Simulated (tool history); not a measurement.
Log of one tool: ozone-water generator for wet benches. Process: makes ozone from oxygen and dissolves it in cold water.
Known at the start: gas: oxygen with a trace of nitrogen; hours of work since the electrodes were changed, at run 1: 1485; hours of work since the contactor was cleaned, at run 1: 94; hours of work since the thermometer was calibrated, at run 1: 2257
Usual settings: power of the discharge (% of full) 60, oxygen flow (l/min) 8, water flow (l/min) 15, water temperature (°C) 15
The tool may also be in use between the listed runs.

run    hour  power of the discharge (% of full)  oxygen flow (l/min)  water flow (l/min)  water temperature (°C)  hours of work since the electrodes were changed  hours of work since the contactor was cleaned  hours of work since the thermometer was calibrated  dissolved ozone (ppm)  ozone in the gas ahead of the water (g/m3)
  1       0                                  60                    8                  15                      15                                             1485                                             94                                                2257                   28.6                                       189.2
  2    94.1                                  60                 6.48                  15                      15                                             1545                                            155                                                2318                     29                                       210.6
  3   211.8                                  60                 6.48                  15                      15                                             1621                                            231                                                2393                   28.9                                       208.1
  4   323.4                                  60                    8                  15                       9                                             1693                                            303                                                2465                   31.8                                       189.8
  5   469.9                                  60                    8                  15                       9                                             1787                                            397                                                2560                   32.1                                       186.3
  6   624.4                                  60                    8                  15                       9                                             1886                                            496                                                2659                   31.6                                       184.9
  7   799.5                                  60                    8                  15                       9                                             1999                                            609                                                2772                   31.3                                         185
  8   917.7                                  60                    8                  15                       9                                             2075                                            685                                                2848                   30.8                                       185.2
  9  1027.1                                  60                    8                  15                      15                                             2146                                            755                                                2918                   27.8                                       185.3
 10  1159.5                                  60                    8                  15                       7                                             2231                                            841                                                3004                   31.7                                       183.7
 11  1294.4                                  60                    8                  15                       7                                             2318                                            928                                                3090                   31.7                                       184.1
 12    1446                                  82                    8                  15                      15                                             2415                                           1025                                                3188                   32.9                                       221.2
 13    1606                                  60                    8                  10                      15                                             2518                                           1128                                                3291                   33.4                                       184.3
 14  1734.8                                  60                    8                  10                      15                                             2601                                           1211                                                3374                   33.1                                       182.4
 15  1904.5                                  60                    8                  15                      15                                             2711                                           1320                                                3483                   26.7                                       179.8
 16  2042.2                                  60                    8                  15                      15                                             2799                                           1409                                                3572                   26.8                                       181.7
     2056.4  -- water thermometer calibrated
 17  2134.9                                  60                    8                  15                      15                                             2859                                           1468                                                  51                   26.6                                         180
 18  2224.6                                  60                    8                  14                      15                                             2916                                           1526                                                 108                   27.1                                       180.9
 19  2350.8                                  60                10.23                  21                      15                                             2998                                           1607                                                 190                   20.9                                       158.7
 20  2480.8                                  60                10.23                  21                      15                                             3081                                           1691                                                 273                     21                                       157.1
 21  2637.4                                  60                 5.86                  15                       9                                             3182                                           1792                                                 374                   29.3                                       206.5
 22  2799.1                                  81                 7.71                  17                       9                                             3286                                           1896                                                 478                   31.8                                       215.3
 23    2898                                  46                 6.07                  15                      11                                             3350                                           1960                                                 542                     24                                       171.3
 24  2984.4                                  60                 8.08                  15                      11                                             3406                                           2015                                                 597                   27.4                                       175.9
     3049.3  -- water thermometer calibrated, once more
 25  3096.2                                  60                 8.08                  15                      11                                             3477                                           2087                                                  30                   27.5                                       174.8
 26  3202.8                                  60                 8.08                  15                      11                                             3546                                           2155                                                  99                   27.8                                       175.6
 27  3280.6                                  60                 11.7                  10                      15                                             3596                                           2206                                                 149                   28.5                                       144.3
 28  3371.8                                  60                 6.66                  15                      15                                             3655                                           2264                                                 208                     26                                         188
 29    3557                                  60                    8                  17                      15                                             3774                                           2383                                                 327                   23.5                                       173.3
 30  3687.4                                  60                    8                  17                      15                                             3858                                           2467                                                 411                   23.5                                       173.3
 31  3802.4                                  60                    8                  17                      15                                             3932                                           2542                                                 485                   23.2                                       170.9
 32  3946.5                                  60                    8                  11                      15                                             4025                                           2634                                                 578                   29.2                                       172.1
 33  4126.4                                  60                    8                  11                      15                                             4140                                           2750                                                 693                   29.2                                         170
 34  4258.6                                  60                    8                  11                      15                                             4225                                           2835                                                 779                   28.8                                       170.4

3 ways to go on from here, each from the tool as it stands after run 34. What would each give?
  A  4422.6                                  74                 5.41                   9                      15                                             4331                                           2941                                                 884                      ?                                           ?
  B  4422.6                                  60                 4.86                  18                      15                                             4331                                           2941                                                 884                      ?                                           ?
  C  4422.6                                  43                    8                  16                      14                                             4331                                           2941                                                 884                      ?                                           ?

run  dissolved ozone (ppm)  ozone in the gas ahead of the water (g/m3)
  A                   37.8                                       228.5
  B                   21.7                                       214.4
  C                     20                                       138.4
Without the tool's hidden state the same runs would have given:
run  dissolved ozone (ppm)  ozone in the gas ahead of the water (g/m3)
  A                   48.1                                       277.9
  B                   27.1                                       253.9
  C                   23.8                                       157.5

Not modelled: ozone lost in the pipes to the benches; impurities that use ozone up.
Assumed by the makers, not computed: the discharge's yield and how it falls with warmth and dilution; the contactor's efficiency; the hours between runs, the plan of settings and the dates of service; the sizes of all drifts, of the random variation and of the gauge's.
